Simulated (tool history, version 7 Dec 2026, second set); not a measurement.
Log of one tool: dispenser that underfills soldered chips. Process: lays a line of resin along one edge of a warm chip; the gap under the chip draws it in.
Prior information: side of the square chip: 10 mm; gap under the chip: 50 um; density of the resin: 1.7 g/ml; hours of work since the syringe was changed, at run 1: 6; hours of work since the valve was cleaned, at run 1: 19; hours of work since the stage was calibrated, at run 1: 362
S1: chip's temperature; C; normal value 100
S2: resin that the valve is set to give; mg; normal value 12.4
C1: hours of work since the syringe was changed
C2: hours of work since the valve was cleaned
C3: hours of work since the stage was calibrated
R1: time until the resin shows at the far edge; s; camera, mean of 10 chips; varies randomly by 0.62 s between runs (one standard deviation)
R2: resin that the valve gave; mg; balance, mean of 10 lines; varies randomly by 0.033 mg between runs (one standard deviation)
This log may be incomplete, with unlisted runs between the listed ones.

| run | hour | S1 | S2 | C1 | C2 | C3 | R1 | R2 |
|---|---|---|---|---|---|---|---|---|
| 1 | 0 | 100 | 12.4 | 6 | 19 | 362 | 90.6 | 12.28 |
|  | 3.9 | new syringe of resin |
| 2 | 14.8 | 100 | 12.4 | 7 | 28 | 371 | 94 | 12.26 |
|  | 18.2 | new syringe of resin |
| 3 | 28 | 100 | 12.4 | 6 | 36 | 379 | 91.7 | 12.2 |
|  | 32.7 | new syringe of resin |
| 4 | 39.9 | 100 | 12.4 | 4 | 43 | 386 | 79.2 | 12.19 |
|  | 46.9 | new syringe of resin |
| 5 | 48.5 | 100 | 12.4 | 1 | 48 | 392 | 61.8 | 12.16 |
|  | 60.9 | new syringe of resin |
| 6 | 63.3 | 100 | 15.8 | 1 | 57 | 401 | 60.4 | 15.32 |
|  | 75.5 | new syringe of resin |
| 7 | 80.9 | 100 | 15.8 | 3 | 68 | 411 | 71.2 | 15.26 |
|  | 89.4 | new syringe of resin |
| 8 | 91.3 | 100 | 15.8 | 1 | 74 | 418 | 60.9 | 15.28 |
|  | 103.8 | new syringe of resin |
| 9 | 105.6 | 100 | 12.4 | 1 | 83 | 426 | 62.8 | 11.9 |
|  | 110.1 | dispensing valve cleaned and set on the balance |
|  | 118.6 | new syringe of resin |
| 10 | 119.1 | 100 | 12.4 | 0 | 5 | 434 | 56.5 | 12.43 |
| 11 | 130.4 | 100 | 12.4 | 7 | 12 | 441 | 98.2 | 12.27 |
|  | 132.6 | new syringe of resin |
|  | 146.8 | new syringe of resin |
| 12 | 146.8 | 105 | 12.4 | 0 | 22 | 451 | 50.1 | 12.27 |
| 13 | 154.6 | 105 | 12.4 | 5 | 27 | 456 | 71.6 | 12.2 |
|  | 160.8 | new syringe of resin |
| 14 | 170.7 | 105 | 12.4 | 6 | 37 | 466 | 78.7 | 12.15 |
|  | 175.4 | new syringe of resin |
| 15 | 184.5 | 105 | 12.4 | 6 | 45 | 474 | 76.1 | 12.1 |
|  | 189.7 | new syringe of resin |
| 16 | 197.9 | 105 | 12.4 | 5 | 54 | 482 | 74.7 | 12.08 |
|  | 203.7 | new syringe of resin |
| 17 | 210 | 105 | 12.4 | 4 | 61 | 489 | 66.6 | 12.03 |
|  | 218.2 | new syringe of resin |
| 18 | 224.3 | 93 | 12.4 | 4 | 70 | 498 | 93.8 | 11.97 |
|  | 232.4 | new syringe of resin |
| 19 | 235.4 | 101 | 15.4 | 2 | 76 | 505 | 62.7 | 14.85 |
| 20 | 244.7 | 99 | 14.2 | 8 | 82 | 511 | 103 | 13.62 |
|  | 247.6 | new syringe of resin |
|  | 251 | dispensing valve cleaned and set on the balance |
|  | 262.5 | new syringe of resin |
| 21 | 262.8 | 99 | 14.2 | 0 | 7 | 521 | 58.8 | 14.13 |
| 22 | 273.6 | 99 | 14.9 | 7 | 14 | 528 | 99.1 | 14.76 |
|  | 276.2 | new syringe of resin |
| 23 | 285.8 | 108 | 15.6 | 6 | 21 | 535 | 70.5 | 15.41 |
|  | 290.6 | new syringe of resin |
| 24 | 296.8 | 104 | 11.3 | 4 | 28 | 542 | 69.4 | 11.11 |
| 25 | 304 | 104 | 12.1 | 8 | 32 | 546 | 95.6 | 11.91 |
|  | 305.5 | new syringe of resin |
| 26 | 315.8 | 95 | 13 | 6 | 40 | 553 | 106.5 | 12.72 |
|  | 320.2 | new syringe of resin |
| 27 | 323.8 | 95 | 13.8 | 2 | 44 | 558 | 79 | 13.45 |
|  | 334.3 | new syringe of resin |
| 28 | 340.7 | 100 | 12.3 | 4 | 55 | 569 | 77.3 | 11.94 |
|  | 348.8 | new syringe of resin |
| 29 | 348.8 | 101 | 13.7 | 0 | 60 | 573 | 57.2 | 13.3 |
| 30 | 359.7 | 87 | 13.6 | 7 | 66 | 580 | 140.4 | 13.14 |
|  | 363.3 | new syringe of resin |
| 31 | 374.4 | 102 | 14.1 | 7 | 75 | 589 | 88.9 | 13.54 |
|  | 377.8 | new syringe of resin |
| 32 | 384.7 | 111 | 10.7 | 4 | 82 | 595 | 62.3 | 10.31 |
|  | 391.3 | dispensing valve cleaned and set on the balance |
|  | 393.2 | new syringe of resin |
| 33 | 403.4 | 110 | 12.4 | 6 | 7 | 606 | 71.8 | 12.4 |

Consider 3 possible next runs. They are alternatives, not a sequence: every one starts from the tool as it was left by run 33. What does each give?
|  | 407.6 | new syringe of resin |
| A | 416.8 | 100 | 11.3 | 6 | 15 | 614 | ? | ? |
|  | 407.6 | new syringe of resin |
| B | 416.8 | 100 | 14.5 | 6 | 15 | 614 | ? | ? |
|  | 407.6 | new syringe of resin |
| C | 416.8 | 105 | 13.7 | 6 | 15 | 614 | ? | ? |

| run | R1 | R2 |
|---|---|---|
| A | 91.7 | 11.3 |
| B | 85.8 | 14.44 |
| C | 76.8 | 13.61 |
With the hidden condition removed and each run's random variation left untouched, the same runs would have given:
| run | R1 | R2 |
|---|---|---|
| A | 56 | 11.35 |
| B | 52.4 | 14.5 |
| C | 47 | 13.67 |
